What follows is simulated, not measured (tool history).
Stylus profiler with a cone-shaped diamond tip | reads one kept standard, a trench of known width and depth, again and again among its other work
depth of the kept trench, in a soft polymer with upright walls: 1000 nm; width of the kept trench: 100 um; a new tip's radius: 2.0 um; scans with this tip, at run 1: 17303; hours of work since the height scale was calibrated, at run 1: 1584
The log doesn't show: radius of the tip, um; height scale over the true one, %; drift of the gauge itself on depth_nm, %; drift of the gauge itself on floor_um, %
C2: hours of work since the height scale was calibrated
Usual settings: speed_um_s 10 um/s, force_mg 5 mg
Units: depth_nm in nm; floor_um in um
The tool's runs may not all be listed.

Run 1, day 0: usual settings; scans with this tip 17303; C2 1584. Result: depth_nm 1013.54 nm, floor_um 96.46 um.
Run 2, day 1.492: usual settings; scans with this tip 17533; C2 1605. Result: depth_nm 1013.36 nm, floor_um 96.51 um.
Run 3, day 3.108: usual settings; scans with this tip 17783; C2 1628. Result: depth_nm 1013.33 nm, floor_um 96.44 um.
Run 4, day 5.429: usual settings but force_mg 13.41 mg; scans with this tip 18142; C2 1661. Result: depth_nm 1025.86 nm, floor_um 96.48 um.
Run 5, day 7.325: usual settings but force_mg 2.73 mg; scans with this tip 18434; C2 1688. Result: depth_nm 1008.81 nm, floor_um 96.44 um.
Run 6, day 8.758: usual settings but force_mg 2.73 mg; scans with this tip 18656; C2 1708. Result: depth_nm 1009.06 nm, floor_um 96.5 um.
Run 7, day 10.917: usual settings but force_mg 5.69 mg; scans with this tip 18989; C2 1739. Result: depth_nm 1015.02 nm, floor_um 96.46 um.
Run 8, day 12.021: usual settings but force_mg 5.69 mg; scans with this tip 19160; C2 1754. Result: depth_nm 1014.77 nm, floor_um 96.52 um.

Forecast run 9:
Run 9, day 13.975: usual settings; scans with this tip 19461; C2 1782. Result: depth_nm ?, floor_um ?.

Run 9 gave depth_nm 1013.32 nm, floor_um 96.46 um.
Without the tool's hidden state the same run would have given depth_nm 1013.36 nm, floor_um 96.48 um.

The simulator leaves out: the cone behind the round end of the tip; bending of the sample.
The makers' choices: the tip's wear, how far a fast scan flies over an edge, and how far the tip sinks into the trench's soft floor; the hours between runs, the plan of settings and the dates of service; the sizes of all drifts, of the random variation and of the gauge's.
